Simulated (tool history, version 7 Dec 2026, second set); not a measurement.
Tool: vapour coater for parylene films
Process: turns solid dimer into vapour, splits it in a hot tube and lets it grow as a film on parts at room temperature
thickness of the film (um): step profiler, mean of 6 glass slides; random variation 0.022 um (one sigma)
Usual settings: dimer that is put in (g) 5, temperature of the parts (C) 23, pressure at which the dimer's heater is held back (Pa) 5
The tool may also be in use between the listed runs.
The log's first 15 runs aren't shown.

run,hour,dimer that is put in (g),temperature of the parts (C),pressure at which the dimer's heater is held back (Pa),thickness of the film (um)
16,307.6,2,20,3.28,0.49
17,333.9,4,34,7.83,0.52
18,358.1,5,22,8.52,1.01
19,382.8,7,25,6.24,1.32
20,403.3,7,25,6.24,1.31
21,420.8,7,25,6.24,1.33
22,447.9,3,25,6.24,0.58
23,462.8,3,25,6.24,0.56
24,487.3,8,30,3.4,1.38
25,501,2,19,2.79,0.52
26,528.1,5,16,11.33,1.12
27,548.6,3,34,5,0.39
28,572.5,4,35,5,0.51
# hour 602.9: trap's valve overhauled
29,604.3,5,23,3.52,1.26
30,633,3,31,5,0.54
31,646.9,3,27,5,0.66
32,674.5,3,27,5,0.59

Forecast each of these 5 alternatives for the next run:
A,698.2,4,23,5,?
B,698.2,5,20,3.08,?
C,698.2,5,16,2.7,?
D,698.2,5,24,5,?
E,698.2,2,23,5,?

run,thickness of the film (um)
A,0.91
B,1.38
C,1.66
D,1.12
E,0.5
Without the tool's hidden state the same runs would have given:
run,thickness of the film (um)
A,0.91
B,1.39
C,1.67
D,1.12
E,0.5
